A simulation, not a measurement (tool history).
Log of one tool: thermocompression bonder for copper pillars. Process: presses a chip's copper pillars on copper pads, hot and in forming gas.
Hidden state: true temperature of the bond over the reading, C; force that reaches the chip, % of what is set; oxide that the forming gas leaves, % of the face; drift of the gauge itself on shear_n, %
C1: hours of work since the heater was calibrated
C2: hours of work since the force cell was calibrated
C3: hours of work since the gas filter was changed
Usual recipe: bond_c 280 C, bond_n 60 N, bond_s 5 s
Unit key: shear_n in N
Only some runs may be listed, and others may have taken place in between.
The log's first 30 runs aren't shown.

{"day": 64.733, "done": "forming gas filter changed"}
{"run": 31, "day": 64.808, "bond_c": 300, "bond_n": 37, "bond_s": 3, "C1": 224, "C2": 276, "C3": 1, "shear_n": 66.8}
{"run": 32, "day": 67.458, "bond_c": 290, "bond_n": 37, "bond_s": 11, "C1": 265, "C2": 317, "C3": 42, "shear_n": 94.2}
{"run": 33, "day": 68.992, "bond_c": 280, "bond_n": 37, "bond_s": 3, "C1": 289, "C2": 340, "C3": 65, "shear_n": 52.2}
{"run": 34, "day": 71.538, "bond_c": 280, "bond_n": 78, "bond_s": 14, "C1": 328, "C2": 379, "C3": 105, "shear_n": 143.9}
{"run": 35, "day": 73.292, "bond_c": 280, "bond_n": 78, "bond_s": 14, "C1": 355, "C2": 406, "C3": 132, "shear_n": 144.9}
{"run": 36, "day": 75.921, "bond_c": 283, "bond_n": 89, "bond_s": 5, "C1": 395, "C2": 447, "C3": 172, "shear_n": 135.1}
{"run": 37, "day": 78.204, "bond_c": 283, "bond_n": 89, "bond_s": 5, "C1": 430, "C2": 482, "C3": 207, "shear_n": 133.9}
{"run": 38, "day": 80.967, "bond_c": 283, "bond_n": 89, "bond_s": 5, "C1": 473, "C2": 524, "C3": 250, "shear_n": 134.9}
{"run": 39, "day": 82.588, "bond_c": 250, "bond_n": 89, "bond_s": 3, "C1": 498, "C2": 549, "C3": 274, "shear_n": 93.1}

Predict each of these 3 candidate next runs independently; none follows another, all start after run 39:
{"day": 84.396, "done": "heater calibrated with a thermocouple chip"}
{"run": "A", "day": 84.954, "bond_c": 254, "bond_n": 67, "bond_s": 3, "C1": 9, "C2": 584, "C3": 310, "shear_n": "?"}
{"day": 84.396, "done": "heater calibrated with a thermocouple chip"}
{"run": "B", "day": 84.954, "bond_c": 272, "bond_n": 89, "bond_s": 3, "C1": 9, "C2": 584, "C3": 310, "shear_n": "?"}
{"day": 84.396, "done": "heater calibrated with a thermocouple chip"}
{"run": "C", "day": 84.954, "bond_c": 292, "bond_n": 59, "bond_s": 10, "C1": 9, "C2": 584, "C3": 310, "shear_n": "?"}

run=A shear_n=64.3
run=B shear_n=103.3
run=C shear_n=123.5
Without the tool's hidden state the same runs would have given:
run=A shear_n=62.4
run=B shear_n=102.4
run=C shear_n=124.1
